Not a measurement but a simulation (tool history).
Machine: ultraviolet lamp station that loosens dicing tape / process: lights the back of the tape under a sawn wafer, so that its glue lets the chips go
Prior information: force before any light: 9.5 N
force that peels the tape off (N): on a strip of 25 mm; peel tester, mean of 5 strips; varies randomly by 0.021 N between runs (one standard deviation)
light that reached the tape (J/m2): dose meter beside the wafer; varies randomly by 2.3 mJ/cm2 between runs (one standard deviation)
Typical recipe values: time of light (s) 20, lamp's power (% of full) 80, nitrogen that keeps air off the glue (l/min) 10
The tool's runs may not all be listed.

| run | hour | time of light (s) | lamp's power (% of full) | nitrogen that keeps air off the glue (l/min) | force that peels the tape off (N) | light that reached the tape (J/m2) |
|---|---|---|---|---|---|---|
| 1 | 0 | 20 | 80 | 10 | 1.391 | 1980 |
| 2 | 25.7 | 20 | 84 | 10 | 1.282 | 1990 |
| 3 | 55 | 20 | 84 | 10 | 1.349 | 1980 |
| 4 | 79.8 | 20 | 84 | 10 | 1.295 | 1930 |
| 5 | 105.1 | 30 | 80 | 10 | 0.63 | 2770 |
| 6 | 130.7 | 30 | 80 | 4 | 1.05 | 2760 |
| 7 | 162.4 | 30 | 80 | 7 | 0.786 | 2700 |
| 8 | 187.3 | 20 | 80 | 10 | 1.573 | 1790 |
| 9 | 212.2 | 20 | 80 | 10 | 1.596 | 1710 |
|  | 230.7 | window cleaned of glue's vapour |
| 10 | 241 | 20 | 80 | 10 | 1.159 | 2060 |
| 11 | 267.2 | 20 | 80 | 10 | 1.192 | 2080 |
| 12 | 289.7 | 17 | 80 | 10 | 1.668 | 1710 |
| 13 | 305.6 | 17 | 80 | 10 | 1.698 | 1700 |
| 14 | 319.9 | 20 | 80 | 13 | 1.159 | 2000 |
| 15 | 338.4 | 20 | 80 | 13 | 1.182 | 2020 |
| 16 | 361.2 | 20 | 80 | 13 | 1.233 | 1980 |
| 17 | 395.6 | 20 | 76 | 4 | 2.181 | 1850 |
| 18 | 429.3 | 12 | 80 | 10 | 2.94 | 1150 |
| 19 | 462.2 | 28 | 80 | 10 | 0.7 | 2640 |
| 20 | 481 | 28 | 80 | 10 | 0.728 | 2610 |
| 21 | 495.6 | 15 | 89 | 13 | 1.849 | 1530 |
| 22 | 510.8 | 12 | 89 | 11 | 2.663 | 1170 |
| 23 | 533.7 | 20 | 60 | 8 | 2.57 | 1340 |
| 24 | 551.4 | 10 | 75 | 10 | 4.073 | 860 |
| 25 | 569.2 | 10 | 75 | 10 | 4.036 | 860 |
| 26 | 589.7 | 15 | 81 | 10 | 2.47 | 1330 |
| 27 | 615 | 20 | 67 | 10 | 2.18 | 1490 |
| 28 | 631.9 | 14 | 64 | 11 | 3.567 | 960 |
| 29 | 646.8 | 14 | 64 | 11 | 3.52 | 950 |
| 30 | 673.6 | 27 | 98 | 13 | 0.555 | 2790 |
| 31 | 706.3 | 17 | 80 | 10 | 2.272 | 1390 |

Same runs, no hidden state in the tool, same run-to-run variation:
Hidden state at play: lamp's light, % of a new lamp's; light that the window lets through, % of a clean one's; drift of the gauge itself on peel_n, %; drift of the gauge itself on dose_mj_cm2, %.
| run | force that peels the tape off (N) | light that reached the tape (J/m2) |
|---|---|---|
| 1 | 1.043 | 2280 |
| 2 | 0.929 | 2330 |
| 3 | 0.949 | 2360 |
| 4 | 0.887 | 2330 |
| 5 | 0.384 | 3380 |
| 6 | 0.656 | 3400 |
| 7 | 0.455 | 3390 |
| 8 | 0.999 | 2270 |
| 9 | 0.99 | 2200 |
| 10 | 0.986 | 2230 |
| 11 | 0.988 | 2280 |
| 12 | 1.392 | 1890 |
| 13 | 1.399 | 1900 |
| 14 | 0.908 | 2250 |
| 15 | 0.908 | 2290 |
| 16 | 0.93 | 2270 |
| 17 | 1.713 | 2150 |
| 18 | 2.381 | 1360 |
| 19 | 0.447 | 3170 |
| 20 | 0.451 | 3170 |
| 21 | 1.304 | 1880 |
| 22 | 2 | 1460 |
| 23 | 1.875 | 1670 |
| 24 | 3.276 | 1080 |
| 25 | 3.222 | 1080 |
| 26 | 1.703 | 1700 |
| 27 | 1.425 | 1930 |
| 28 | 2.627 | 1250 |
| 29 | 2.574 | 1260 |
| 30 | 0.265 | 3730 |
| 31 | 1.382 | 1890 |
